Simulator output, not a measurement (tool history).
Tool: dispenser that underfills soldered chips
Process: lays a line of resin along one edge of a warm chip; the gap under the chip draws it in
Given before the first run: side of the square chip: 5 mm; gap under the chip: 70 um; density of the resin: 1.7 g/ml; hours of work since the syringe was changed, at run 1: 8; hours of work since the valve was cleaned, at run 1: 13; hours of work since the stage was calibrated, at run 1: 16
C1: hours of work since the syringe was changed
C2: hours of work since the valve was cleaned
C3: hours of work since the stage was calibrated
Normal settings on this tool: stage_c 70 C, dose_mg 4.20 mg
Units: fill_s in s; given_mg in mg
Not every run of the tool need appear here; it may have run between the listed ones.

{"run": 1, "hour": 0.0, "stage_c": 70, "dose_mg": 4.2, "C1": 8, "C2": 13, "C3": 16, "fill_s": 43.2, "given_mg": 4.17}
{"hour": 6.5, "done": "new syringe of resin"}
{"run": 2, "hour": 7.0, "stage_c": 70, "dose_mg": 4.45, "C1": 0, "C2": 18, "C3": 21, "fill_s": 24.6, "given_mg": 4.4}
{"run": 3, "hour": 16.2, "stage_c": 79, "dose_mg": 4.2, "C1": 7, "C2": 24, "C3": 27, "fill_s": 27.4, "given_mg": 4.11}
{"run": 4, "hour": 20.2, "stage_c": 79, "dose_mg": 4.2, "C1": 9, "C2": 27, "C3": 30, "fill_s": 33.2, "given_mg": 4.06}
{"hour": 24.6, "done": "new syringe of resin"}
{"run": 5, "hour": 27.7, "stage_c": 79, "dose_mg": 4.2, "C1": 2, "C2": 32, "C3": 35, "fill_s": 18.5, "given_mg": 4.08}
{"run": 6, "hour": 32.5, "stage_c": 70, "dose_mg": 5.43, "C1": 5, "C2": 35, "C3": 38, "fill_s": 35.0, "given_mg": 5.28}
{"run": 7, "hour": 37.0, "stage_c": 70, "dose_mg": 5.43, "C1": 8, "C2": 38, "C3": 41, "fill_s": 44.4, "given_mg": 5.25}
{"hour": 43.0, "done": "new syringe of resin"}
{"run": 8, "hour": 46.1, "stage_c": 55, "dose_mg": 5.2, "C1": 2, "C2": 44, "C3": 47, "fill_s": 53.6, "given_mg": 5.02}
{"run": 9, "hour": 55.6, "stage_c": 58, "dose_mg": 3.85, "C1": 9, "C2": 51, "C3": 54, "fill_s": 82.0, "given_mg": 3.71}
{"hour": 60.7, "done": "new syringe of resin"}
{"run": 10, "hour": 65.0, "stage_c": 69, "dose_mg": 4.73, "C1": 3, "C2": 57, "C3": 60, "fill_s": 29.7, "given_mg": 4.47}
{"run": 11, "hour": 73.2, "stage_c": 69, "dose_mg": 4.73, "C1": 9, "C2": 62, "C3": 65, "fill_s": 46.9, "given_mg": 4.48}
{"hour": 79.0, "done": "new syringe of resin"}
{"run": 12, "hour": 81.6, "stage_c": 69, "dose_mg": 4.73, "C1": 2, "C2": 68, "C3": 71, "fill_s": 27.1, "given_mg": 4.48}
{"run": 13, "hour": 86.2, "stage_c": 82, "dose_mg": 4.2, "C1": 5, "C2": 71, "C3": 74, "fill_s": 20.4, "given_mg": 3.99}
{"run": 14, "hour": 94.6, "stage_c": 76, "dose_mg": 3.77, "C1": 11, "C2": 77, "C3": 80, "fill_s": 42.8, "given_mg": 3.55}

Selected run-to-run steps in fill_s, each split into two signed amounts: the part the tool would show with no hidden state at all (from settings, incoming material and random variation), and the remainder, which goes to the hidden state together with any gauge scatter not common to the measured and the hidden-state-free results:
Hidden state present: resin's viscosity, % of fresh resin's; dose that the valve gives, % of what is set; true chip temperature over the reading, C; drift of the gauge itself on fill_s, %; drift of the gauge itself on given_mg, %.
Run 9 -> 10: stage_c 58 -> 69, dose_mg 3.85 -> 4.73, new syringe of resin. fill_s -52.3 s: hidden state -34.6, all else -17.7.
